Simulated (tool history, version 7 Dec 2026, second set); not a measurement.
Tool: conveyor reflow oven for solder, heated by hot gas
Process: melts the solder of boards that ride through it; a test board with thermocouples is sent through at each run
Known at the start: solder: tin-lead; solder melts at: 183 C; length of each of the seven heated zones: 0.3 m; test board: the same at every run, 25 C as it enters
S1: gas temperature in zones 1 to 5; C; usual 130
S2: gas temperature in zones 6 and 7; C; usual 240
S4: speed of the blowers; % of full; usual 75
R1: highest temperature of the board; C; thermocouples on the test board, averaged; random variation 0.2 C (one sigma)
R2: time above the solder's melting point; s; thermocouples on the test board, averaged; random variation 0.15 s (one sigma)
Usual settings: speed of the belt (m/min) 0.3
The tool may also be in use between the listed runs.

Run 1, hour 0: usual settings. Result: R1 226.8 C, R2 97.5 s.
Run 2, hour 50.1: usual settings. Result: R1 226.4 C, R2 97.9 s.
Run 3, hour 76.4: usual settings. Result: R1 226 C, R2 97.6 s.
At hour 117.1: flux residue cleaned out of gas plates and filters.
Run 4, hour 127.2: usual settings. Result: R1 226.1 C, R2 97.2 s.
Run 5, hour 175.7: usual settings. Result: R1 226 C, R2 97.1 s.
Run 6, hour 205.2: usual settings. Result: R1 225.3 C, R2 97 s.
At hour 249.7: flux residue cleaned out of gas plates and filters, once more.
Run 7, hour 249.7: usual settings. Result: R1 227.8 C, R2 98.9 s.
Run 8, hour 280.9: usual settings but S2 254 C. Result: R1 240.5 C, R2 108.9 s.
Run 9, hour 314.2: usual settings but S2 254 C. Result: R1 240.5 C, R2 108.6 s.
Run 10, hour 349: usual settings but S2 254 C. Result: R1 240.5 C, R2 108.5 s.
Run 11, hour 396.1: usual settings but S1 120 C. Result: R1 225.9 C, R2 93 s.
Run 12, hour 421.7: usual settings but S1 120 C. Result: R1 225.7 C, R2 93 s.
Run 13, hour 460.7: usual settings but S1 120 C. Result: R1 225.5 C, R2 93 s.
At hour 503.1: thermocouples of zones 6 and 7 changed.
Run 14, hour 511.6: usual settings. Result: R1 227.8 C, R2 99.4 s.
Run 15, hour 566.7: usual settings but S2 254 C. Result: R1 240.8 C, R2 109.3 s.
Run 16, hour 622.4: usual settings but S2 233 C. Result: R1 221.4 C, R2 93 s.
Run 17, hour 668.8: usual settings but S2 233 C, speed of the belt (m/min) 0.315, S4 81 % of full. Result: R1 220.4 C, R2 87.6 s.
Run 18, hour 694.1: usual settings but S1 128 C, S4 62 % of full. Result: R1 225.1 C, R2 95.1 s.
At hour 709.7: flux residue cleaned out of gas plates and filters.
Run 19, hour 757.4: usual settings but S1 128 C, S4 78 % of full. Result: R1 228.5 C, R2 99.6 s.
Run 20, hour 796.8: usual settings but S1 116 C, S2 255 C, speed of the belt (m/min) 0.248. Result: R1 246.2 C, R2 131.1 s.

Run 21 comes next. What will it give?
Run 21, hour 847: usual settings but S2 239 C, speed of the belt (m/min) 0.278, S4 85 % of full. Result: R1 ?, R2 ?.

R1: 230.1 C
R2: 110.9 s
Without the tool's hidden state the same run would have given R1 230.6 C, R2 110.2 s.

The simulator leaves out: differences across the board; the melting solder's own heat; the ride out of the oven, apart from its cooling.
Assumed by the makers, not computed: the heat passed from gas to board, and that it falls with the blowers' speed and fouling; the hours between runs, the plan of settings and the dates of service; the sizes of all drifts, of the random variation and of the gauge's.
